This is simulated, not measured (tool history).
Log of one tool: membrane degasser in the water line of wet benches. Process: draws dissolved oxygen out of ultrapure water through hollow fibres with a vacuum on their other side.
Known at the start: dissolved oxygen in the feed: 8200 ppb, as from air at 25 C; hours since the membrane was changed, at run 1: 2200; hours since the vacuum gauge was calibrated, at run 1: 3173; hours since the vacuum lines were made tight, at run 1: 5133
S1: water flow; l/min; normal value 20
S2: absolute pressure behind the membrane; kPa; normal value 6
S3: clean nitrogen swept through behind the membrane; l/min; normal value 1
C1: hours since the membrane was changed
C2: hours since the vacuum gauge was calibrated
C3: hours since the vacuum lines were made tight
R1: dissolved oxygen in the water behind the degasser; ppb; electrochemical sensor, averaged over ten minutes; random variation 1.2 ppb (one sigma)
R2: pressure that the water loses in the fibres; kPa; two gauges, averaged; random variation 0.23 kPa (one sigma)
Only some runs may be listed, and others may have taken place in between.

{"run": 1, "day": 0.0, "S1": 20, "S2": 6, "S3": 1, "C1": 2200, "C2": 3173, "C3": 5133, "R1": 141.6, "R2": 60.58}
{"run": 2, "day": 1.471, "S1": 20, "S2": 6, "S3": 1, "C1": 2235, "C2": 3208, "C3": 5168, "R1": 143.5, "R2": 60.23}
{"run": 3, "day": 3.5, "S1": 20, "S2": 6, "S3": 1, "C1": 2284, "C2": 3257, "C3": 5217, "R1": 141, "R2": 59.64}
{"run": 4, "day": 5.688, "S1": 20, "S2": 6, "S3": 1, "C1": 2336, "C2": 3309, "C3": 5270, "R1": 143.5, "R2": 59.88}
{"day": 5.883, "done": "vacuum gauge calibrated"}
{"run": 5, "day": 7.546, "S1": 20, "S2": 7.73, "S3": 1, "C1": 2380, "C2": 40, "C3": 5314, "R1": 219.8, "R2": 59.86}
{"run": 6, "day": 9.812, "S1": 20, "S2": 6, "S3": 1.06, "C1": 2435, "C2": 94, "C3": 5368, "R1": 136, "R2": 60.16}

Run 7 has not been measured yet. What should we expect?
{"run": 7, "day": 12.062, "S1": 20, "S2": 6, "S3": 1.06, "C1": 2489, "C2": 148, "C3": 5422, "R1": "?", "R2": "?"}

Run 7 gave R1 139.3 ppb, R2 60.61 kPa.
On a tool with no hidden condition, and with the same random variation, this run would have come out at R1 132.7 ppb, R2 59.83 kPa.
